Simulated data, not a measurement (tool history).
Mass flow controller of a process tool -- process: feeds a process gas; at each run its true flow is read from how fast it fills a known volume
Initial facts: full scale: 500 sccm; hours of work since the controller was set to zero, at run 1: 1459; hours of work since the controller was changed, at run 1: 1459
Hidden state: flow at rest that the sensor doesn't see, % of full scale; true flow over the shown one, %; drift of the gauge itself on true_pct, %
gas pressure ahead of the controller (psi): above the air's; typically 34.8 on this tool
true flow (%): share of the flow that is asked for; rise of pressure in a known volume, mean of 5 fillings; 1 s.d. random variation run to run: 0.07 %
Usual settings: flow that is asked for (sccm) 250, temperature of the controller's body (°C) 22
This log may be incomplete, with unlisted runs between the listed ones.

run,day,flow that is asked for (sccm),gas pressure ahead of the controller (psi),temperature of the controller's body (°C),hours of work since the controller was set to zero,hours of work since the controller was changed,true flow (%)
1,0,250,34.8,22,1459,1459,99.27
2,4.592,250,34.8,22,1493,1493,99.14
3,11.367,250,34.8,22,1542,1542,99.32
4,17.1,250,34.8,38,1583,1583,98.52
5,21.312,250,34.8,38,1614,1614,98.37
6,24.654,250,34.8,22,1638,1638,99.22
7,28.662,250,34.8,22,1667,1667,99.23
8,32.996,161,34.8,22,1699,1699,99.01
9,37.958,161,34.8,22,1735,1735,98.96
10,44.733,161,34.8,22,1784,1784,98.97
11,51.579,250,34.8,22,1834,1834,99.23
12,54.862,421,34.8,22,1857,1857,99.67
13,59.888,250,34.8,22,1894,1894,99.24
14,65.583,250,34.8,22,1935,1935,99.3
15,72.879,250,34.8,22,1988,1988,99.25
16,77.029,250,34.8,22,2018,2018,99.31
17,81.071,214,34.8,22,2048,2048,99.11
18,88.425,214,34.8,22,2101,2101,99.19
19,94.542,214,34.8,22,2145,2145,99.32
20,101.204,214,34.8,22,2194,2194,99.3
21,107.971,214,34.8,22,2243,2243,99.08
22,111.092,250,34.8,30,2265,2265,98.92
23,116.208,250,28.4,22,2303,2303,99.44
24,121.071,250,28.4,22,2338,2338,99.58
25,128.321,67,21.9,22,2390,2390,99.3
26,132.971,78,22,22,2424,2424,99.27
27,138.129,78,22,38,2462,2462,98.5
28,145.258,411,26.4,24,2513,2513,99.93
29,148.642,250,34.8,26,2538,2538,99.09
30,154.167,250,34.8,26,2578,2578,98.99
31,158.175,250,34.8,26,2607,2607,99.07
32,162.304,297,34.8,26,2637,2637,99.21
33,167.817,69,25.8,21,2677,2677,99.25
34,175.358,259,34.8,38,2732,2732,98.5
35,182.538,259,34.8,24,2784,2784,99.12
36,189.575,54,34.8,24,2835,2835,98.64
37,196.85,54,34.8,24,2888,2888,98.57
38,202.142,54,34.8,24,2926,2926,98.71
39,206.821,320,30.3,22,2960,2960,99.71
40,212.154,319,30.3,30,2999,2999,99.21
41,216.504,319,30.3,30,3030,3030,99.19
42,219.779,477,34.8,38,3054,3054,99.01
43,224.396,210,21.6,21,3088,3088,99.62
44,230.629,210,21.6,21,3133,3133,99.73

The next listed run, before its measurement:
45,237.488,222,29.4,33,3183,3183,?

Run 45 measured true flow (%) 98.97.
Were there no unlogged condition in the tool, this run, its random variation unchanged, would have produced true flow (%) 98.96.
